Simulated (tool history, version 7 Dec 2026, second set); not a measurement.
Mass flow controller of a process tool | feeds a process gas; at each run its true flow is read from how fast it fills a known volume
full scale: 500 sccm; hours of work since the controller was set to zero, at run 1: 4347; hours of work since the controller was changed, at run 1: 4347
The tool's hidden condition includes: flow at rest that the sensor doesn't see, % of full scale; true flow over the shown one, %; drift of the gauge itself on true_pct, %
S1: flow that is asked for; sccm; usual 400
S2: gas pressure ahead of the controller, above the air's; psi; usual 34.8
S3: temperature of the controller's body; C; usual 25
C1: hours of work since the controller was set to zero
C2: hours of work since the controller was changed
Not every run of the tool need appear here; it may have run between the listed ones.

{"run": 1, "hour": 0.0, "S1": 400, "S2": 34.8, "S3": 25, "C1": 4347, "C2": 4347, "true flow (%)": 99.66}
{"run": 2, "hour": 290.7, "S1": 400, "S2": 34.8, "S3": 25, "C1": 4473, "C2": 4473, "true flow (%)": 99.98}
{"run": 3, "hour": 575.0, "S1": 400, "S2": 36.7, "S3": 25, "C1": 4597, "C2": 4597, "true flow (%)": 100.12}
{"run": 4, "hour": 838.2, "S1": 400, "S2": 34.8, "S3": 25, "C1": 4711, "C2": 4711, "true flow (%)": 100.2}
{"hour": 966.1, "done": "controller's zero set anew"}
{"run": 5, "hour": 966.4, "S1": 400, "S2": 34.8, "S3": 27, "C1": 0, "C2": 4767, "true flow (%)": 100.34}
{"run": 6, "hour": 1112.3, "S1": 153, "S2": 34.8, "S3": 25, "C1": 63, "C2": 4830, "true flow (%)": 99.48}
{"run": 7, "hour": 1343.5, "S1": 400, "S2": 34.8, "S3": 25, "C1": 164, "C2": 4931, "true flow (%)": 100.87}
{"run": 8, "hour": 1592.5, "S1": 313, "S2": 34.8, "S3": 25, "C1": 272, "C2": 5039, "true flow (%)": 100.67}
{"run": 9, "hour": 1791.9, "S1": 313, "S2": 34.8, "S3": 25, "C1": 359, "C2": 5125, "true flow (%)": 100.82}
{"run": 10, "hour": 1974.8, "S1": 313, "S2": 34.8, "S3": 25, "C1": 438, "C2": 5205, "true flow (%)": 100.86}
{"run": 11, "hour": 2176.8, "S1": 400, "S2": 22.9, "S3": 25, "C1": 526, "C2": 5293, "true flow (%)": 101.26}
{"run": 12, "hour": 2380.2, "S1": 400, "S2": 22.9, "S3": 25, "C1": 614, "C2": 5381, "true flow (%)": 101.25}
{"run": 13, "hour": 2629.5, "S1": 400, "S2": 22.9, "S3": 25, "C1": 723, "C2": 5489, "true flow (%)": 101.62}
{"hour": 2725.8, "done": "gauge calibrated"}
{"run": 14, "hour": 2829.8, "S1": 400, "S2": 22.9, "S3": 25, "C1": 810, "C2": 5576, "true flow (%)": 99.57}
{"run": 15, "hour": 3064.0, "S1": 400, "S2": 22.9, "S3": 25, "C1": 911, "C2": 5678, "true flow (%)": 99.72}
{"run": 16, "hour": 3186.7, "S1": 220, "S2": 34.8, "S3": 25, "C1": 965, "C2": 5731, "true flow (%)": 99.37}
{"run": 17, "hour": 3449.8, "S1": 220, "S2": 34.8, "S3": 25, "C1": 1079, "C2": 5846, "true flow (%)": 99.56}
{"run": 18, "hour": 3591.9, "S1": 400, "S2": 34.8, "S3": 25, "C1": 1141, "C2": 5907, "true flow (%)": 100.55}
{"run": 19, "hour": 3788.2, "S1": 270, "S2": 21.0, "S3": 22, "C1": 1226, "C2": 5993, "true flow (%)": 99.74}
{"run": 20, "hour": 3917.5, "S1": 485, "S2": 21.0, "S3": 37, "C1": 1282, "C2": 6049, "true flow (%)": 99.57}
{"run": 21, "hour": 4196.7, "S1": 485, "S2": 21.0, "S3": 33, "C1": 1403, "C2": 6170, "true flow (%)": 100.22}
{"run": 22, "hour": 4386.4, "S1": 485, "S2": 21.0, "S3": 33, "C1": 1486, "C2": 6252, "true flow (%)": 100.33}
{"run": 23, "hour": 4563.8, "S1": 76, "S2": 34.8, "S3": 25, "C1": 1563, "C2": 6330, "true flow (%)": 99.66}
{"run": 24, "hour": 4848.3, "S1": 171, "S2": 22.5, "S3": 25, "C1": 1686, "C2": 6453, "true flow (%)": 99.99}
{"run": 25, "hour": 5014.0, "S1": 263, "S2": 22.3, "S3": 32, "C1": 1758, "C2": 6525, "true flow (%)": 99.93}
{"run": 26, "hour": 5234.7, "S1": 89, "S2": 33.6, "S3": 29, "C1": 1854, "C2": 6621, "true flow (%)": 99.79}
{"run": 27, "hour": 5512.1, "S1": 180, "S2": 26.3, "S3": 29, "C1": 1975, "C2": 6741, "true flow (%)": 100.32}
{"run": 28, "hour": 5691.8, "S1": 180, "S2": 26.3, "S3": 27, "C1": 2053, "C2": 6820, "true flow (%)": 100.75}
{"run": 29, "hour": 5851.7, "S1": 267, "S2": 28.4, "S3": 27, "C1": 2122, "C2": 6889, "true flow (%)": 101.31}
{"run": 30, "hour": 5992.0, "S1": 267, "S2": 28.4, "S3": 27, "C1": 2183, "C2": 6950, "true flow (%)": 101.36}
{"run": 31, "hour": 6225.8, "S1": 300, "S2": 24.5, "S3": 26, "C1": 2285, "C2": 7052, "true flow (%)": 101.8}
{"run": 32, "hour": 6470.5, "S1": 239, "S2": 24.5, "S3": 36, "C1": 2391, "C2": 7158, "true flow (%)": 100.69}
{"hour": 6558.6, "done": "gauge calibrated"}
{"run": 33, "hour": 6668.0, "S1": 94, "S2": 34.8, "S3": 33, "C1": 2477, "C2": 7244, "true flow (%)": 97.75}
{"run": 34, "hour": 6832.3, "S1": 160, "S2": 26.5, "S3": 39, "C1": 2548, "C2": 7315, "true flow (%)": 97.38}
{"run": 35, "hour": 7087.7, "S1": 400, "S2": 34.5, "S3": 38, "C1": 2659, "C2": 7426, "true flow (%)": 99.05}

What would each run have given without the hidden state, its run-to-run variation left as it was?
run=1 true_flow_(%)=99.66
run=2 true_flow_(%)=99.74
run=3 true_flow_(%)=99.66
run=4 true_flow_(%)=99.52
run=5 true_flow_(%)=99.55
run=6 true_flow_(%)=98.58
run=7 true_flow_(%)=99.78
run=8 true_flow_(%)=99.38
run=9 true_flow_(%)=99.37
run=10 true_flow_(%)=99.26
run=11 true_flow_(%)=99.50
run=12 true_flow_(%)=99.32
run=13 true_flow_(%)=99.48
run=14 true_flow_(%)=99.49
run=15 true_flow_(%)=99.44
run=16 true_flow_(%)=98.99
run=17 true_flow_(%)=98.98
run=18 true_flow_(%)=99.84
run=19 true_flow_(%)=98.89
run=20 true_flow_(%)=98.61
run=21 true_flow_(%)=99.03
run=22 true_flow_(%)=98.98
run=23 true_flow_(%)=98.19
run=24 true_flow_(%)=98.29
run=25 true_flow_(%)=98.10
run=26 true_flow_(%)=97.79
run=27 true_flow_(%)=98.09
run=28 true_flow_(%)=98.38
run=29 true_flow_(%)=98.79
run=30 true_flow_(%)=98.73
run=31 true_flow_(%)=98.97
run=32 true_flow_(%)=97.71
run=33 true_flow_(%)=97.67
run=34 true_flow_(%)=97.17
run=35 true_flow_(%)=98.62
